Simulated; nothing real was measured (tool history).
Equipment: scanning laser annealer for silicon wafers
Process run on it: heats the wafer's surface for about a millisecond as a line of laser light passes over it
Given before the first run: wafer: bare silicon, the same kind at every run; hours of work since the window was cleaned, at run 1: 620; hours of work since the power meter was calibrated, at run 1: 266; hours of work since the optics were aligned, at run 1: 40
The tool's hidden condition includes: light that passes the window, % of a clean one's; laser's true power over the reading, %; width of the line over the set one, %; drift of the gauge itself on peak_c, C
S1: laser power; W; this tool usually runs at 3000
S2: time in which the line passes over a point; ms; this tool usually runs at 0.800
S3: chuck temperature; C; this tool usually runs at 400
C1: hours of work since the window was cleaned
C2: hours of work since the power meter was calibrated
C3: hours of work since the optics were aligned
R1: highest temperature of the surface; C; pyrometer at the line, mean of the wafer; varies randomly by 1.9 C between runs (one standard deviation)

{"run": 1, "day": 0.0, "S1": 3000, "S2": 0.8, "S3": 400, "C1": 620, "C2": 266, "C3": 40, "R1": 1209}
{"run": 2, "day": 0.417, "S1": 3000, "S2": 0.8, "S3": 400, "C1": 626, "C2": 272, "C3": 46, "R1": 1208}
{"run": 3, "day": 0.875, "S1": 3000, "S2": 0.8, "S3": 400, "C1": 633, "C2": 278, "C3": 53, "R1": 1209}
{"run": 4, "day": 1.329, "S1": 3000, "S2": 0.8, "S3": 400, "C1": 639, "C2": 285, "C3": 59, "R1": 1208}
{"run": 5, "day": 1.808, "S1": 3000, "S2": 0.8, "S3": 400, "C1": 646, "C2": 292, "C3": 66, "R1": 1204}
{"run": 6, "day": 2.508, "S1": 3000, "S2": 0.8, "S3": 400, "C1": 656, "C2": 302, "C3": 77, "R1": 1209}
{"run": 7, "day": 2.888, "S1": 3000, "S2": 0.8, "S3": 400, "C1": 662, "C2": 308, "C3": 82, "R1": 1204}
{"run": 8, "day": 3.379, "S1": 3000, "S2": 0.8, "S3": 400, "C1": 669, "C2": 315, "C3": 89, "R1": 1203}
{"run": 9, "day": 3.925, "S1": 3000, "S2": 0.8, "S3": 400, "C1": 677, "C2": 323, "C3": 97, "R1": 1200}
{"run": 10, "day": 4.588, "S1": 3000, "S2": 0.8, "S3": 393, "C1": 687, "C2": 332, "C3": 107, "R1": 1196}
{"run": 11, "day": 5.158, "S1": 3000, "S2": 0.8, "S3": 393, "C1": 695, "C2": 341, "C3": 115, "R1": 1194}
{"run": 12, "day": 5.571, "S1": 3150, "S2": 0.8, "S3": 400, "C1": 701, "C2": 347, "C3": 121, "R1": 1241}
{"run": 13, "day": 5.988, "S1": 3150, "S2": 0.8, "S3": 400, "C1": 707, "C2": 353, "C3": 127, "R1": 1240}
{"run": 14, "day": 6.312, "S1": 3150, "S2": 0.8, "S3": 400, "C1": 712, "C2": 358, "C3": 132, "R1": 1241}
{"run": 15, "day": 6.854, "S1": 3150, "S2": 0.8, "S3": 400, "C1": 720, "C2": 365, "C3": 140, "R1": 1237}
{"run": 16, "day": 7.192, "S1": 3150, "S2": 0.8, "S3": 400, "C1": 725, "C2": 370, "C3": 145, "R1": 1241}
{"day": 7.329, "done": "window over the wafer cleaned"}
{"run": 17, "day": 7.588, "S1": 3150, "S2": 0.839, "S3": 400, "C1": 4, "C2": 375, "C3": 149, "R1": 1299}
{"run": 18, "day": 8.312, "S1": 3150, "S2": 0.839, "S3": 400, "C1": 14, "C2": 385, "C3": 160, "R1": 1298}
{"run": 19, "day": 8.888, "S1": 3150, "S2": 0.839, "S3": 400, "C1": 23, "C2": 394, "C3": 168, "R1": 1299}
{"run": 20, "day": 9.5, "S1": 3150, "S2": 0.839, "S3": 400, "C1": 32, "C2": 403, "C3": 177, "R1": 1296}
{"run": 21, "day": 10.079, "S1": 2666, "S2": 0.695, "S3": 400, "C1": 40, "C2": 411, "C3": 185, "R1": 1088}
{"run": 22, "day": 10.45, "S1": 2666, "S2": 0.695, "S3": 400, "C1": 45, "C2": 416, "C3": 191, "R1": 1089}
{"run": 23, "day": 11.196, "S1": 2931, "S2": 0.8, "S3": 366, "C1": 56, "C2": 427, "C3": 202, "R1": 1179}
{"run": 24, "day": 11.9, "S1": 2931, "S2": 0.8, "S3": 366, "C1": 67, "C2": 438, "C3": 212, "R1": 1176}
{"run": 25, "day": 12.283, "S1": 2931, "S2": 0.8, "S3": 366, "C1": 72, "C2": 443, "C3": 218, "R1": 1178}
{"run": 26, "day": 12.629, "S1": 2931, "S2": 0.8, "S3": 436, "C1": 77, "C2": 448, "C3": 223, "R1": 1250}
{"run": 27, "day": 13.096, "S1": 2600, "S2": 0.775, "S3": 417, "C1": 84, "C2": 455, "C3": 229, "R1": 1125}
{"run": 28, "day": 13.7, "S1": 3000, "S2": 0.8, "S3": 422, "C1": 93, "C2": 464, "C3": 238, "R1": 1251}
{"run": 29, "day": 14.008, "S1": 3223, "S2": 0.622, "S3": 422, "C1": 97, "C2": 468, "C3": 243, "R1": 1205}
{"run": 30, "day": 14.354, "S1": 2620, "S2": 0.825, "S3": 385, "C1": 102, "C2": 473, "C3": 248, "R1": 1123}
{"run": 31, "day": 14.954, "S1": 2989, "S2": 0.936, "S3": 385, "C1": 111, "C2": 482, "C3": 256, "R1": 1278}
{"run": 32, "day": 15.662, "S1": 3243, "S2": 0.986, "S3": 380, "C1": 121, "C2": 492, "C3": 267, "R1": 1379}
{"run": 33, "day": 16.071, "S1": 3243, "S2": 0.986, "S3": 380, "C1": 127, "C2": 498, "C3": 273, "R1": 1376}
{"run": 34, "day": 16.429, "S1": 3000, "S2": 0.8, "S3": 373, "C1": 132, "C2": 503, "C3": 278, "R1": 1203}
{"run": 35, "day": 17.138, "S1": 3194, "S2": 0.797, "S3": 419, "C1": 143, "C2": 514, "C3": 288, "R1": 1295}
{"run": 36, "day": 17.583, "S1": 3194, "S2": 0.797, "S3": 419, "C1": 149, "C2": 520, "C3": 295, "R1": 1294}
{"run": 37, "day": 18.267, "S1": 3194, "S2": 0.797, "S3": 419, "C1": 159, "C2": 530, "C3": 305, "R1": 1293}
{"run": 38, "day": 18.738, "S1": 2820, "S2": 0.8, "S3": 408, "C1": 166, "C2": 537, "C3": 311, "R1": 1181}
{"run": 39, "day": 19.2, "S1": 2820, "S2": 0.8, "S3": 408, "C1": 173, "C2": 544, "C3": 318, "R1": 1186}
{"run": 40, "day": 19.754, "S1": 2820, "S2": 0.8, "S3": 408, "C1": 181, "C2": 552, "C3": 326, "R1": 1184}

What if the next run were any one of these 3? Each begins from the tool's condition after run 40:
{"run": "A", "day": 20.429, "S1": 3123, "S2": 0.911, "S3": 399, "C1": 191, "C2": 562, "C3": 336, "R1": "?"}
{"run": "B", "day": 20.429, "S1": 2820, "S2": 0.8, "S3": 421, "C1": 191, "C2": 562, "C3": 336, "R1": "?"}
{"run": "C", "day": 20.429, "S1": 3131, "S2": 0.8, "S3": 400, "C1": 191, "C2": 562, "C3": 336, "R1": "?"}

run=A R1=1316
run=B R1=1197
run=C R1=1259
Without the tool's unlogged condition, the same runs would have read:
run=A R1=1338
run=B R1=1215
run=C R1=1279

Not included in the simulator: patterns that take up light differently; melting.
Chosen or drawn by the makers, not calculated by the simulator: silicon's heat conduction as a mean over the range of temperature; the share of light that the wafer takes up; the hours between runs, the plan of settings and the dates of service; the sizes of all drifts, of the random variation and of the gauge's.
